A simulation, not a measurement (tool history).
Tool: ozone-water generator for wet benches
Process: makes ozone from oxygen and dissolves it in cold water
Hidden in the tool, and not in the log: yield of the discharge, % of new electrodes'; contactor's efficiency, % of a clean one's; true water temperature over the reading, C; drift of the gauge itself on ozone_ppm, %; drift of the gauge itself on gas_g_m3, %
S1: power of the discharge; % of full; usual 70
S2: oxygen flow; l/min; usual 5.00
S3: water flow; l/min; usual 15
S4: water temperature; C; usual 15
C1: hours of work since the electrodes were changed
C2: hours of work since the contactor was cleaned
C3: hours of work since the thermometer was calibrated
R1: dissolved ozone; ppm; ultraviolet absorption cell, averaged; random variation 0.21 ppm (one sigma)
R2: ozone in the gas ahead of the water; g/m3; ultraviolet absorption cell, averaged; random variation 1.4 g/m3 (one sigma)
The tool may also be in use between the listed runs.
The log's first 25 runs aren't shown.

run 26 hour=3544.9 | S1=72 S2=5.00 S3=23 S4=15 | C1=3896 C2=7035 C3=3123 | R1=19.9 R2=237.2
run 27 hour=3687.1 | S1=72 S2=5.00 S3=23 S4=15 | C1=3987 C2=7125 C3=3214 | R1=20.0 R2=236.3
run 28 hour=3864.2 | S1=72 S2=5.00 S3=23 S4=15 | C1=4100 C2=7238 C3=3327 | R1=19.7 R2=236.1
run 29 hour=4054.2 | S1=72 S2=5.13 S3=23 S4=17 | C1=4221 C2=7360 C3=3448 | R1=19.1 R2=235.5
run 30 hour=4150.3 | S1=60 S2=6.01 S3=18 S4=10 | C1=4283 C2=7421 C3=3509 | R1=23.6 R2=193.7
run 31 hour=4241.6 | S1=60 S2=6.01 S3=18 S4=10 | C1=4341 C2=7479 C3=3568 | R1=23.2 R2=191.4
run 32 hour=4394.9 | S1=60 S2=6.01 S3=18 S4=10 | C1=4439 C2=7577 C3=3666 | R1=23.3 R2=193.1
run 33 hour=4478.4 | S1=54 S2=3.93 S3=15 S4=9 | C1=4492 C2=7631 C3=3719 | R1=23.0 R2=209.1
run 34 hour=4678.6 | S1=70 S2=5.00 S3=22 S4=13 | C1=4620 C2=7758 C3=3847 | R1=20.3 R2=225.2

3 ways to go on from here, each from the tool as it stands after run 34. What would each give?
run A hour=4800.0 | S1=78 S2=4.53 S3=15 S4=21 | C1=4698 C2=7836 C3=3924 | R1=? R2=?
run B hour=4800.0 | S1=70 S2=2.56 S3=22 S4=13 | C1=4698 C2=7836 C3=3924 | R1=? R2=?
run C hour=4800.0 | S1=43 S2=6.01 S3=15 S4=10 | C1=4698 C2=7836 C3=3924 | R1=? R2=?

run=A R1=25.8 R2=258.6
run=B R1=16.3 R2=291.9
run=C R1=20.8 R2=150.4
Without the tool's hidden state the same runs would have given:
run=A R1=31.1 R2=294.5
run=B R1=19.5 R2=329.4
run=C R1=23.7 R2=162.4

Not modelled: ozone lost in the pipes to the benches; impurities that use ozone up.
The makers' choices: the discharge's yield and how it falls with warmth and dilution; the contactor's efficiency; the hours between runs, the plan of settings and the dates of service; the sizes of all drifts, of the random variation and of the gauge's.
